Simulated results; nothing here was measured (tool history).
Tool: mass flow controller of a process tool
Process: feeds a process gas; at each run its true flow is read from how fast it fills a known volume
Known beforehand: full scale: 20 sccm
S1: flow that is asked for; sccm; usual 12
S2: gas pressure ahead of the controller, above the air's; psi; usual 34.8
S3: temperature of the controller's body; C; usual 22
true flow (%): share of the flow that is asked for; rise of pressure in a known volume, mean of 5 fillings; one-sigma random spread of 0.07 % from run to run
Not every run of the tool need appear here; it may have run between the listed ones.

{"run": 1, "hour": 0.0, "S1": 12, "S2": 34.8, "S3": 22, "true flow (%)": 98.46}
{"run": 2, "hour": 93.2, "S1": 12, "S2": 34.8, "S3": 22, "true flow (%)": 98.58}
{"run": 3, "hour": 182.6, "S1": 12, "S2": 34.8, "S3": 22, "true flow (%)": 98.42}
{"run": 4, "hour": 276.9, "S1": 12, "S2": 34.8, "S3": 26, "true flow (%)": 98.88}
{"run": 5, "hour": 380.7, "S1": 12, "S2": 34.8, "S3": 26, "true flow (%)": 98.93}
{"run": 6, "hour": 444.8, "S1": 12, "S2": 30.3, "S3": 22, "true flow (%)": 98.41}
{"run": 7, "hour": 530.8, "S1": 12, "S2": 21.8, "S3": 22, "true flow (%)": 97.98}
{"run": 8, "hour": 614.4, "S1": 12, "S2": 21.8, "S3": 22, "true flow (%)": 98.16}
{"run": 9, "hour": 718.7, "S1": 12, "S2": 21.8, "S3": 22, "true flow (%)": 98.04}
{"run": 10, "hour": 816.5, "S1": 12, "S2": 34.8, "S3": 22, "true flow (%)": 98.47}
{"run": 11, "hour": 879.2, "S1": 12, "S2": 34.8, "S3": 22, "true flow (%)": 98.32}
{"run": 12, "hour": 947.4, "S1": 12, "S2": 34.8, "S3": 22, "true flow (%)": 98.53}
{"run": 13, "hour": 1021.5, "S1": 12, "S2": 34.7, "S3": 22, "true flow (%)": 98.54}
{"run": 14, "hour": 1116.6, "S1": 12, "S2": 34.7, "S3": 22, "true flow (%)": 98.33}
{"run": 15, "hour": 1177.3, "S1": 12, "S2": 34.7, "S3": 22, "true flow (%)": 98.4}
{"run": 16, "hour": 1238.2, "S1": 10, "S2": 34.8, "S3": 22, "true flow (%)": 98.16}
{"run": 17, "hour": 1304.5, "S1": 10, "S2": 34.8, "S3": 22, "true flow (%)": 98.08}
{"run": 18, "hour": 1409.8, "S1": 10, "S2": 34.8, "S3": 22, "true flow (%)": 98.07}
{"run": 19, "hour": 1515.6, "S1": 10, "S2": 34.8, "S3": 22, "true flow (%)": 98.01}
{"run": 20, "hour": 1596.7, "S1": 10, "S2": 34.8, "S3": 22, "true flow (%)": 98.03}
{"run": 21, "hour": 1678.9, "S1": 10, "S2": 34.8, "S3": 22, "true flow (%)": 98.05}
{"run": 22, "hour": 1766.5, "S1": 12, "S2": 34.8, "S3": 35, "true flow (%)": 99.82}
{"run": 23, "hour": 1869.1, "S1": 12, "S2": 34.8, "S3": 35, "true flow (%)": 99.89}
{"run": 24, "hour": 1952.1, "S1": 9, "S2": 33.6, "S3": 22, "true flow (%)": 97.83}
{"run": 25, "hour": 2043.5, "S1": 8, "S2": 25.4, "S3": 22, "true flow (%)": 97.25}
{"run": 26, "hour": 2127.7, "S1": 2, "S2": 21.5, "S3": 25, "true flow (%)": 94.21}

Each row is a separate what-if for the run after 26, all from the same tool condition, not one after another. Results?
{"run": "A", "hour": 2211.4, "S1": 4, "S2": 30.6, "S3": 21, "true flow (%)": "?"}
{"run": "B", "hour": 2211.4, "S1": 12, "S2": 34.8, "S3": 38, "true flow (%)": "?"}
{"run": "C", "hour": 2211.4, "S1": 3, "S2": 23.5, "S3": 25, "true flow (%)": "?"}
{"run": "D", "hour": 2211.4, "S1": 3, "S2": 21.5, "S3": 25, "true flow (%)": "?"}

run=A true_flow_(%)=95.95
run=B true_flow_(%)=100.08
run=C true_flow_(%)=95.54
run=D true_flow_(%)=95.38
Without the tool's unlogged condition, the same runs would have read:
run=A true_flow_(%)=97.9
run=B true_flow_(%)=100.87
run=C true_flow_(%)=98.07
run=D true_flow_(%)=97.91

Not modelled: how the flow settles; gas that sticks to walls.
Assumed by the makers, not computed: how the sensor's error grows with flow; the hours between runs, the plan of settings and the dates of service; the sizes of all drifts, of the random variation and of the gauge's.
